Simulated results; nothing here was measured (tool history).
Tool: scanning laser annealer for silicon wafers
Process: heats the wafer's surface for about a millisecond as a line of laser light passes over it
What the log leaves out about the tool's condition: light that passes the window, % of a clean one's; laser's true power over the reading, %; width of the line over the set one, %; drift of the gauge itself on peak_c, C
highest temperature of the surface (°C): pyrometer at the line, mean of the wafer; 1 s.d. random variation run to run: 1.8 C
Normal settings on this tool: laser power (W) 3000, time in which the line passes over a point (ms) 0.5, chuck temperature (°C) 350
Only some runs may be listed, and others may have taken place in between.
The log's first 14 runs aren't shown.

run	day	laser power (W)	time in which the line passes over a point (ms)	chuck temperature (°C)	hours of work since the window was cleaned	hours of work since the power meter was calibrated	hours of work since the optics were aligned	highest temperature of the surface (°C)
15	4.529	3000	0.5	350	597	247	682	1072
16	4.796	3000	0.5	350	601	251	685	1070
17	5.229	3000	0.5	350	607	257	691	1072
18	5.571	3000	0.5	350	611	261	696	1073
19	5.883	3000	0.584	350	616	266	700	1142
20	6.3	3000	0.584	350	621	271	706	1144
21	6.521	3000	0.575	354	624	274	709	1141
22	6.933	3109	0.355	361	630	280	715	982
23	7.283	3000	0.5	347	635	285	720	1070
24	7.629	2600	0.5	359	640	290	724	958
25	8.062	2572	0.5	367	646	296	730	961
26	8.5	2675	0.373	389	652	302	736	917
27	8.767	2675	0.373	389	656	305	740	916
# day 9.042: window over the wafer cleaned
28	9.067	2675	0.373	389	0	308	743	914
29	9.342	2662	0.357	355	4	312	747	866
30	9.679	2771	0.5	355	9	317	751	1008
31	10.025	2647	0.355	355	14	322	756	862
32	10.229	2647	0.355	355	16	324	759	860
33	10.675	3000	0.519	316	23	331	765	1052

For run 34, what comes out?
34	11.062	3000	0.519	316	28	336	771	?

highest temperature of the surface (°C): 1056
Minus the tool's unlogged condition, the same run would have read highest temperature of the surface (°C) 1056.

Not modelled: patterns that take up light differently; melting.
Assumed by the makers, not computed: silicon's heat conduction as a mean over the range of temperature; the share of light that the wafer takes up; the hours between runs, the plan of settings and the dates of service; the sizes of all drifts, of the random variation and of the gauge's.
